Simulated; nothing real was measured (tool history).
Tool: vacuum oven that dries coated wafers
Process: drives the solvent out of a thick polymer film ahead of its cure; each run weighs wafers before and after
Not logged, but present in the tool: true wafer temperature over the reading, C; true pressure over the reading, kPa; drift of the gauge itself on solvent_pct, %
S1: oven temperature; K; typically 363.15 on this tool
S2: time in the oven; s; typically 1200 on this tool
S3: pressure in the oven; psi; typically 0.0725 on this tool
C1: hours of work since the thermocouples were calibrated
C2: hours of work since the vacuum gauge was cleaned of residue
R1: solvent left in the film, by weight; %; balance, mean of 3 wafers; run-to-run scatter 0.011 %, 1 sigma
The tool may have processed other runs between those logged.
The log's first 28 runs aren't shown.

| run | hour | S1 | S2 | S3 | C1 | C2 | R1 |
|---|---|---|---|---|---|---|---|
| 29 | 1714.9 | 356.15 | 1200 | 0.0725 | 1561 | 2249 | 2.46 |
| 30 | 1792.3 | 356.15 | 1200 | 0.0725 | 1596 | 2284 | 2.46 |
|  | 1853 | oven's thermocouples calibrated |
| 31 | 1874.8 | 363.15 | 2040 | 0.0573 | 10 | 2321 | 0.7 |
| 32 | 1946.5 | 375.15 | 1560 | 0.0935 | 43 | 2354 | 0.57 |
| 33 | 1989.7 | 375.15 | 1560 | 0.0935 | 62 | 2373 | 0.55 |
| 34 | 2068 | 375.15 | 1560 | 0.0935 | 98 | 2409 | 0.56 |
| 35 | 2122.3 | 361.15 | 1740 | 0.0558 | 123 | 2434 | 1.01 |
| 36 | 2181.9 | 361.15 | 1740 | 0.0558 | 150 | 2461 | 1.01 |
| 37 | 2227.4 | 377.15 | 1080 | 0.0609 | 171 | 2482 | 0.42 |
| 38 | 2270.8 | 362.15 | 1260 | 0.1606 | 190 | 2501 | 2.01 |

Forecast run 39:
| 39 | 2332 | 364.15 | 1800 | 0.0902 | 218 | 2529 | ? |

Logged for run 39: R1 0.93 %.
Were there no unlogged condition in the tool, this run, its random variation unchanged, would have produced R1 0.68 %.
